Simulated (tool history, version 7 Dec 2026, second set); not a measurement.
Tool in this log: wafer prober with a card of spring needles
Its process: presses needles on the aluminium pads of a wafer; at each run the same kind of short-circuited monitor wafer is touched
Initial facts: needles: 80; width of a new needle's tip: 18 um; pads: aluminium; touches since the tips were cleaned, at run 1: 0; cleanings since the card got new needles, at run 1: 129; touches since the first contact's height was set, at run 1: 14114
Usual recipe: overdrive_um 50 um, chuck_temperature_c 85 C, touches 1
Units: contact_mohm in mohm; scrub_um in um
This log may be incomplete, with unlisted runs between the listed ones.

run    hour  overdrive_um  chuck_temperature_c  touches  touches since the tips were cleaned  cleanings since the card got new needles  touches since the first contact's height was set  contact_mohm  scrub_um
  1     0.0            50                   85        1                                    0                                       129                                             14114           234     11.10
       27.3  -- tips cleaned on abrasive film
       57.3  -- tips cleaned on abrasive film
  2    69.7            50                   85        1                                 2917                                       131                                             30552           234     11.10
       88.4  -- tips cleaned on abrasive film
      115.0  -- tips cleaned on abrasive film
      143.3  -- tips cleaned on abrasive film
  3   152.4            44                   85        1                                 2166                                       134                                             50072           233      9.76
      171.1  -- tips cleaned on abrasive film
  4   195.3            44                   85        1                                 5737                                       135                                             60200           235      9.76
      201.3  -- tips cleaned on abrasive film
      219.4  -- height of the first contact set anew
      230.0  -- tips cleaned on abrasive film
  5   238.3            44                   85        1                                 1973                                       137                                              4444           232      9.68
      255.1  -- tips cleaned on abrasive film
      284.7  -- tips cleaned on abrasive film
      311.8  -- tips cleaned on abrasive film
      338.6  -- tips cleaned on abrasive film
  6   340.7            44                   85        1                                  499                                       141                                             28589           234      9.70
      365.2  -- tips cleaned on abrasive film
      394.7  -- tips cleaned on abrasive film
      421.6  -- tips cleaned on abrasive film
  7   421.6            50                   85        2                                    0                                       144                                             47654           226     11.01
      452.7  -- tips cleaned on abrasive film
      483.1  -- tips cleaned on abrasive film
      500.7  -- height of the first contact set anew
      510.6  -- tips cleaned on abrasive film
  8   510.6            50                   85        1                                    0                                       147                                              2326           229     11.02
      539.9  -- tips cleaned on abrasive film
      569.2  -- tips cleaned on abrasive film
  9   571.9            50                   85        1                                  620                                       149                                             16770           231     11.03
      594.8  -- tips cleaned on abrasive film
      620.9  -- tips cleaned on abrasive film
 10   620.9            50                   85        1                                    0                                       151                                             28325           227     10.98
      650.1  -- tips cleaned on abrasive film
 11   672.0            50                   85        1                                 5195                                       152                                             40400           237     10.96
      678.3  -- tips cleaned on abrasive film
      707.1  -- tips cleaned on abrasive film
      737.1  -- tips cleaned on abrasive film
 12   757.7            50                   85        1                                 4884                                       155                                             60622           229     11.00
      763.9  -- tips cleaned on abrasive film
      776.7  -- height of the first contact set anew
      795.3  -- tips cleaned on abrasive film
      820.2  -- tips cleaned on abrasive film
      850.1  -- tips cleaned on abrasive film
 13   855.0            50                   85        1                                 1169                                       159                                             18481           231     10.94
      876.7  -- tips cleaned on abrasive film
      905.4  -- tips cleaned on abrasive film
 14   912.7            50                   85        1                                 1710                                       161                                             32072           227     10.92
      930.6  -- tips cleaned on abrasive film
      960.6  -- tips cleaned on abrasive film
 15   981.4            53                   38        3                                 4928                                       163                                             48305           218     11.60
      987.7  -- tips cleaned on abrasive film
     1015.1  -- tips cleaned on abrasive film
     1043.9  -- tips cleaned on abrasive film
     1054.5  -- height of the first contact set anew
 16  1063.1            50                   88        3                                 4485                                       166                                              2028           229     10.89
     1074.5  -- tips cleaned on abrasive film
     1103.7  -- tips cleaned on abrasive film
     1130.7  -- tips cleaned on abrasive film
 17  1145.7            31                   88        2                                 3556                                       169                                             21511           247      6.76

The next listed run, before its measurement:
     1157.6  -- tips cleaned on abrasive film
     1186.2  -- tips cleaned on abrasive film
     1215.6  -- tips cleaned on abrasive film
 18  1236.1            31                   88        2                                 4853                                       172                                             42832             ?         ?

contact_mohm: 245 mohm
scrub_um: 6.77 um
Minus the tool's unlogged condition, the same run would have read contact_mohm 245 mohm, scrub_um 6.91 um.

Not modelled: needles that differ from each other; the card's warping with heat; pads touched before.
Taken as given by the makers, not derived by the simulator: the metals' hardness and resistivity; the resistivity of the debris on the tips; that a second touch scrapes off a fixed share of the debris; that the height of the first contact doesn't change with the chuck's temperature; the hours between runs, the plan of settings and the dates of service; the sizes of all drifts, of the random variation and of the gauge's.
